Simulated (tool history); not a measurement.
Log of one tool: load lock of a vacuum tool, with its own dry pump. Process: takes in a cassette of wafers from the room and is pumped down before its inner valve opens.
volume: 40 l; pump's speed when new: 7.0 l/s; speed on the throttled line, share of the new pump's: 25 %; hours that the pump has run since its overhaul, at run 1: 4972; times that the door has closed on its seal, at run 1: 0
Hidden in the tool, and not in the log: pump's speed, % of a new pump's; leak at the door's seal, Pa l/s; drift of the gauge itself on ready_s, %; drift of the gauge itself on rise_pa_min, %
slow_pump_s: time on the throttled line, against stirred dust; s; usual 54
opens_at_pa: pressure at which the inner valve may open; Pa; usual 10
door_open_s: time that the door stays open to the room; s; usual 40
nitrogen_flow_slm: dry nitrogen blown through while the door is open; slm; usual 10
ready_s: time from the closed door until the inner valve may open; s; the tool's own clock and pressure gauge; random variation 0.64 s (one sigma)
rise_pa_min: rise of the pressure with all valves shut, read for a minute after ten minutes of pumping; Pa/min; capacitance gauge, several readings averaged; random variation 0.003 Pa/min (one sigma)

run	day	slow_pump_s	opens_at_pa	door_open_s	nitrogen_flow_slm	hours that the pump has run since its overhaul	times that the door has closed on its seal	incoming humidity of the room's air, %	ready_s	rise_pa_min
1	0	54	10	40	10	4972	0	42.8	93.5	0.043
2	30.208	54	10	40	10	5697	3122	45.1	93.5	0.042
3	57.267	54	10	40	10	6346	5919	46.7	93.9	0.041
4	81.4	54	10	40	24	6926	8413	47.3	94.1	0.031
5	109.096	54	10	40	24	7590	11276	47.1	93.7	0.035
6	125.45	54	10	40	10	7983	12966	42.9	93.7	0.047
7	154.488	66	10	40	10	8680	15967	42.8	102.8	0.043
8	174.721	54	13	40	10	9165	18059	43.1	93.3	0.045
9	194.25	54	13	40	10	9634	20077	43.2	92.7	0.042
10	207.212	54	10	113	10	9945	21416	45.3	94.4	0.083
11	220.612	54	10	40	10	10267	22802	43.6	92.5	0.044
12	244.146	78	10	40	12	10832	25234	45	111.9	0.044
13	257.421	54	9	40	10	11150	26606	46.4	95.2	0.049
14	276.95	54	9	40	11	11619	28624	42.7	94.9	0.042
15	307.429	54	9	40	11	12350	31774	44.2	93.6	0.04
16	319.821	54	15	62	10	12648	33055	43.3	91.4	0.055
17	342.142	52	13	154	20	13183	35362	45.9	90.9	0.088
18	369.096	58	14	40	10	13830	38148	42.8	94.6	0.042
19	381.875	58	14	40	10	14137	39469	47.7	96.2	0.048
20	394.446	52	12	40	6	14439	40768	45.1	92	0.051
# day 406.146: door's seal changed, seat wiped
21	414.75	58	10	234	10	14925	889	46.1	97.1	0.136

Forecast each of these 3 alternatives for the next run:
A	435.729	30	10	140	10	15428	3057	41.7	?	?
B	435.729	62	10	234	10	15428	3057	42.2	?	?
C	435.729	82	10	78	21	15428	3057	45.8	?	?

run	ready_s	rise_pa_min
A	76.5	0.09
B	100.1	0.131
C	115.5	0.058
Without the tool's hidden state the same runs would have given:
run	ready_s	rise_pa_min
A	76.5	0.09
B	100.1	0.131
C	115.5	0.058
